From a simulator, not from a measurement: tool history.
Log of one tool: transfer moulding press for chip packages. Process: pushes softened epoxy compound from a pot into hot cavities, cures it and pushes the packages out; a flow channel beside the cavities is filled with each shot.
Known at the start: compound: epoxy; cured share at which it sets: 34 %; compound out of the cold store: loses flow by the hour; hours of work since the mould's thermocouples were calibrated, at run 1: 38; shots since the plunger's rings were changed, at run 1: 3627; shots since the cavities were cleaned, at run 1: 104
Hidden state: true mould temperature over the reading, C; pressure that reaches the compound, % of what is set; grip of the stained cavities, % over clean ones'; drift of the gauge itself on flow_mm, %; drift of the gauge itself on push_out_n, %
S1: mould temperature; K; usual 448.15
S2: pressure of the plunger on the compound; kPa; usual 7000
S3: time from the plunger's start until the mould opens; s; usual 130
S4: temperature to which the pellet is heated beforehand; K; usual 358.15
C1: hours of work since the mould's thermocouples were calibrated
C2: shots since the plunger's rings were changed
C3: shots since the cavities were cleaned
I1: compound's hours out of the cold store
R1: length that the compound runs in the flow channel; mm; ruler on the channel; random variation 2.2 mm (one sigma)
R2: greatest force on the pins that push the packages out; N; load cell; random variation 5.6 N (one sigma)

run 1 hour=0.0 | S1=448.15 S2=7000 S3=130 S4=358.15 | C1=38 C2=3627 C3=104 | I1=14.4 | R1=705 R2=237
run 2 hour=8.2 | S1=448.15 S2=7000 S3=130 S4=358.15 | C1=42 C2=3686 C3=163 | I1=39.8 | R1=646 R2=239
run 3 hour=19.0 | S1=448.15 S2=7000 S3=130 S4=358.15 | C1=47 C2=3764 C3=241 | I1=47.8 | R1=627 R2=245
run 4 hour=30.4 | S1=448.15 S2=7000 S3=130 S4=358.15 | C1=53 C2=3847 C3=324 | I1=15.5 | R1=701 R2=284
run 5 hour=40.8 | S1=448.15 S2=7000 S3=130 S4=358.15 | C1=58 C2=3922 C3=399 | I1=24.4 | R1=677 R2=275
run 6 hour=52.2 | S1=448.15 S2=7000 S3=130 S4=350.15 | C1=63 C2=4006 C3=483 | I1=38.1 | R1=644 R2=283
run 7 hour=60.9 | S1=455.15 S2=7000 S3=130 S4=358.15 | C1=67 C2=4068 C3=545 | I1=20.8 | R1=660 R2=254
run 8 hour=71.8 | S1=455.15 S2=7000 S3=130 S4=358.15 | C1=72 C2=4147 C3=624 | I1=42.2 | R1=611 R2=264
run 9 hour=79.6 | S1=455.15 S2=7000 S3=130 S4=358.15 | C1=76 C2=4204 C3=681 | I1=31.9 | R1=636 R2=277
run 10 hour=90.7 | S1=455.15 S2=7000 S3=130 S4=358.15 | C1=81 C2=4285 C3=762 | I1=32.4 | R1=630 R2=286
run 11 hour=95.5 | S1=455.15 S2=7000 S3=130 S4=358.15 | C1=83 C2=4320 C3=797 | I1=46.4 | R1=601 R2=286
-- hour=97.9 cavities cleaned with cleaning compound and waxed
run 12 hour=108.4 | S1=455.15 S2=7000 S3=130 S4=358.15 | C1=89 C2=4402 C3=76 | I1=42.9 | R1=611 R2=366
run 13 hour=119.6 | S1=455.15 S2=7000 S3=130 S4=362.15 | C1=94 C2=4483 C3=157 | I1=17.7 | R1=660 R2=353
run 14 hour=127.4 | S1=455.15 S2=7000 S3=130 S4=362.15 | C1=98 C2=4541 C3=215 | I1=11.7 | R1=672 R2=359
run 15 hour=137.1 | S1=455.15 S2=8240 S3=147 S4=351.15 | C1=102 C2=4610 C3=284 | I1=29.4 | R1=689 R2=347
run 16 hour=141.9 | S1=455.15 S2=8240 S3=147 S4=351.15 | C1=105 C2=4645 C3=319 | I1=26.7 | R1=694 R2=344
run 17 hour=151.8 | S1=455.15 S2=8240 S3=147 S4=351.15 | C1=109 C2=4718 C3=392 | I1=12.3 | R1=728 R2=352
-- hour=159.6 cavities cleaned with cleaning compound and waxed, once more
run 18 hour=164.3 | S1=451.15 S2=7000 S3=130 S4=367.15 | C1=115 C2=4797 C3=34 | I1=21.1 | R1=664 R2=190
run 19 hour=172.1 | S1=448.15 S2=5460 S3=141 S4=358.15 | C1=118 C2=4854 C3=91 | I1=41.3 | R1=556 R2=200
run 20 hour=182.5 | S1=442.15 S2=5460 S3=127 S4=360.15 | C1=123 C2=4929 C3=166 | I1=39.5 | R1=581 R2=344
run 21 hour=188.7 | S1=448.15 S2=7050 S3=140 S4=360.15 | C1=126 C2=4974 C3=211 | I1=18.1 | R1=684 R2=229
run 22 hour=195.5 | S1=443.15 S2=5660 S3=130 S4=365.15 | C1=129 C2=5023 C3=260 | I1=13.4 | R1=642 R2=349
run 23 hour=203.2 | S1=442.15 S2=7000 S3=130 S4=359.15 | C1=133 C2=5079 C3=316 | I1=29.9 | R1=676 R2=359
run 24 hour=209.9 | S1=442.15 S2=5260 S3=167 S4=359.15 | C1=136 C2=5128 C3=365 | I1=10.5 | R1=625 R2=264
run 25 hour=217.9 | S1=448.15 S2=7000 S3=138 S4=351.15 | C1=140 C2=5186 C3=423 | I1=15.0 | R1=686 R2=277
run 26 hour=224.3 | S1=448.15 S2=7000 S3=138 S4=351.15 | C1=143 C2=5233 C3=470 | I1=11.7 | R1=692 R2=278
run 27 hour=235.2 | S1=447.15 S2=8490 S3=130 S4=367.15 | C1=148 C2=5312 C3=549 | I1=8.6 | R1=781 R2=331

Forecast each of these 5 alternatives for the next run:
run A hour=240.6 | S1=455.15 S2=8490 S3=127 S4=368.15 | C1=151 C2=5350 C3=587 | I1=13.9 | R1=? R2=?
run B hour=240.6 | S1=448.15 S2=7000 S3=130 S4=358.15 | C1=151 C2=5350 C3=587 | I1=24.7 | R1=? R2=?
run C hour=240.6 | S1=448.15 S2=7760 S3=130 S4=358.15 | C1=151 C2=5350 C3=587 | I1=10.9 | R1=? R2=?
run D hour=240.6 | S1=447.15 S2=8620 S3=141 S4=367.15 | C1=151 C2=5350 C3=587 | I1=20.7 | R1=? R2=?
run E hour=240.6 | S1=444.15 S2=8490 S3=130 S4=352.15 | C1=151 C2=5350 C3=587 | I1=15.4 | R1=? R2=?

run=A R1=729 R2=274
run=B R1=663 R2=305
run=C R1=728 R2=321
run=D R1=751 R2=304
run=E R1=772 R2=397
Without the tool's hidden state the same runs would have given:
run=A R1=776 R2=180
run=B R1=706 R2=199
run=C R1=776 R2=211
run=D R1=800 R2=200
run=E R1=823 R2=266

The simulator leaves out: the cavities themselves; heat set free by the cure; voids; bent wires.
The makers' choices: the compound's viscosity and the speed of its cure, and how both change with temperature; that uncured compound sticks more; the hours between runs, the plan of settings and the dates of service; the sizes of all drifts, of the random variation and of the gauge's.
